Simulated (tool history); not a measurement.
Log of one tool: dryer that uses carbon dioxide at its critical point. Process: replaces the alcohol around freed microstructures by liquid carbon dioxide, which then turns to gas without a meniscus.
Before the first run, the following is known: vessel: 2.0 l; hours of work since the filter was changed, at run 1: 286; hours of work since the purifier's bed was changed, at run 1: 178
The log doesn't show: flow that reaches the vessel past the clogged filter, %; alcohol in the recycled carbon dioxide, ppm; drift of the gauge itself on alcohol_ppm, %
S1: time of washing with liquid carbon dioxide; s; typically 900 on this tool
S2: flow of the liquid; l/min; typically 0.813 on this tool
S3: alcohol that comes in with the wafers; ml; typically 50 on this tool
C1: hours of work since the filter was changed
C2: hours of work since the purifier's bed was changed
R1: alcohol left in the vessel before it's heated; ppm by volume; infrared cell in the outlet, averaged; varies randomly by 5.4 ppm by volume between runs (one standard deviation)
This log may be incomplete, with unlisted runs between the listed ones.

run 1 day=0.000 | S1=900 S2=0.813 S3=50 | C1=286 C2=178 | R1=249
run 2 day=0.788 | S1=900 S2=0.813 S3=50 | C1=293 C2=184 | R1=249
run 3 day=1.696 | S1=900 S2=0.813 S3=50 | C1=300 C2=192 | R1=258
run 4 day=2.383 | S1=900 S2=0.813 S3=50 | C1=306 C2=197 | R1=261
run 5 day=3.088 | S1=900 S2=0.813 S3=50 | C1=312 C2=203 | R1=270
run 6 day=3.942 | S1=900 S2=0.813 S3=50 | C1=319 C2=210 | R1=273
run 7 day=4.946 | S1=900 S2=0.813 S3=50 | C1=327 C2=219 | R1=277
run 8 day=5.738 | S1=900 S2=0.813 S3=50 | C1=334 C2=225 | R1=276
run 9 day=6.388 | S1=900 S2=0.813 S3=50 | C1=339 C2=231 | R1=274
run 10 day=7.058 | S1=540 S2=0.813 S3=50 | C1=345 C2=236 | R1=1597
run 11 day=7.821 | S1=900 S2=0.813 S3=50 | C1=351 C2=243 | R1=292
run 12 day=8.583 | S1=900 S2=0.813 S3=50 | C1=357 C2=249 | R1=297
run 13 day=9.321 | S1=900 S2=0.813 S3=50 | C1=364 C2=255 | R1=297
run 14 day=10.346 | S1=900 S2=0.813 S3=28 | C1=372 C2=263 | R1=197
run 15 day=10.975 | S1=900 S2=0.534 S3=50 | C1=377 C2=269 | R1=1342
run 16 day=12.104 | S1=900 S2=0.813 S3=45 | C1=387 C2=278 | R1=293
run 17 day=12.704 | S1=900 S2=0.813 S3=50 | C1=392 C2=283 | R1=315
run 18 day=13.204 | S1=900 S2=0.813 S3=50 | C1=396 C2=287 | R1=343
run 19 day=14.279 | S1=900 S2=0.813 S3=50 | C1=405 C2=296 | R1=332
run 20 day=15.058 | S1=900 S2=0.813 S3=50 | C1=411 C2=303 | R1=330
run 21 day=15.533 | S1=900 S2=0.813 S3=50 | C1=415 C2=307 | R1=332
run 22 day=16.475 | S1=900 S2=0.813 S3=50 | C1=423 C2=314 | R1=340
run 23 day=16.954 | S1=840 S2=0.813 S3=23 | C1=427 C2=318 | R1=234
run 24 day=17.696 | S1=660 S2=0.516 S3=22 | C1=433 C2=325 | R1=1509
run 25 day=18.721 | S1=660 S2=0.516 S3=22 | C1=442 C2=333 | R1=1525
-- day=19.658 inlet filter changed
run 26 day=19.746 | S1=1380 S2=0.691 S3=98 | C1=1 C2=341 | R1=124
run 27 day=20.838 | S1=1380 S2=0.722 S3=98 | C1=10 C2=350 | R1=114
run 28 day=21.504 | S1=840 S2=0.722 S3=98 | C1=15 C2=356 | R1=728
run 29 day=22.004 | S1=960 S2=0.722 S3=98 | C1=19 C2=360 | R1=434
run 30 day=23.046 | S1=960 S2=0.722 S3=98 | C1=28 C2=369 | R1=441
run 31 day=23.867 | S1=960 S2=0.722 S3=98 | C1=35 C2=375 | R1=435
run 32 day=24.338 | S1=960 S2=0.722 S3=98 | C1=39 C2=379 | R1=451
run 33 day=25.283 | S1=780 S2=0.509 S3=66 | C1=47 C2=387 | R1=2187
run 34 day=26.000 | S1=660 S2=0.934 S3=26 | C1=53 C2=393 | R1=251
run 35 day=26.521 | S1=840 S2=0.813 S3=35 | C1=57 C2=397 | R1=228
run 36 day=27.517 | S1=840 S2=0.813 S3=98 | C1=65 C2=406 | R1=497
run 37 day=28.596 | S1=840 S2=0.521 S3=57 | C1=74 C2=415 | R1=1505
run 38 day=29.429 | S1=900 S2=0.648 S3=65 | C1=81 C2=422 | R1=678
run 39 day=30.400 | S1=960 S2=1.328 S3=54 | C1=89 C2=430 | R1=90
run 40 day=31.383 | S1=960 S2=0.918 S3=46 | C1=97 C2=438 | R1=138
run 41 day=32.312 | S1=900 S2=0.847 S3=117 | C1=105 C2=446 | R1=391
run 42 day=33.375 | S1=900 S2=0.847 S3=117 | C1=114 C2=454 | R1=398
run 43 day=34.400 | S1=900 S2=0.847 S3=117 | C1=122 C2=463 | R1=402
run 44 day=35.083 | S1=900 S2=0.847 S3=56 | C1=128 C2=469 | R1=237

Difference, measured minus no-hidden-state, one row per run. Run-to-run variation is common to both terms; the gauge's own scatter need not be:
run=1 R1=+117
run=2 R1=+123
run=3 R1=+130
run=4 R1=+132
run=5 R1=+136
run=6 R1=+141
run=7 R1=+144
run=8 R1=+149
run=9 R1=+150
run=10 R1=+530
run=11 R1=+161
run=12 R1=+164
run=13 R1=+169
run=14 R1=+123
run=15 R1=+514
run=16 R1=+170
run=17 R1=+183
run=18 R1=+197
run=19 R1=+197
run=20 R1=+201
run=21 R1=+206
run=22 R1=+207
run=23 R1=+149
run=24 R1=+503
run=25 R1=+512
run=26 R1=+65
run=27 R1=+69
run=28 R1=+97
run=29 R1=+89
run=30 R1=+97
run=31 R1=+102
run=32 R1=+107
run=33 R1=+202
run=34 R1=+93
run=35 R1=+92
run=36 R1=+133
run=37 R1=+215
run=38 R1=+162
run=39 R1=+82
run=40 R1=+95
run=41 R1=+152
run=42 R1=+157
run=43 R1=+161
run=44 R1=+126
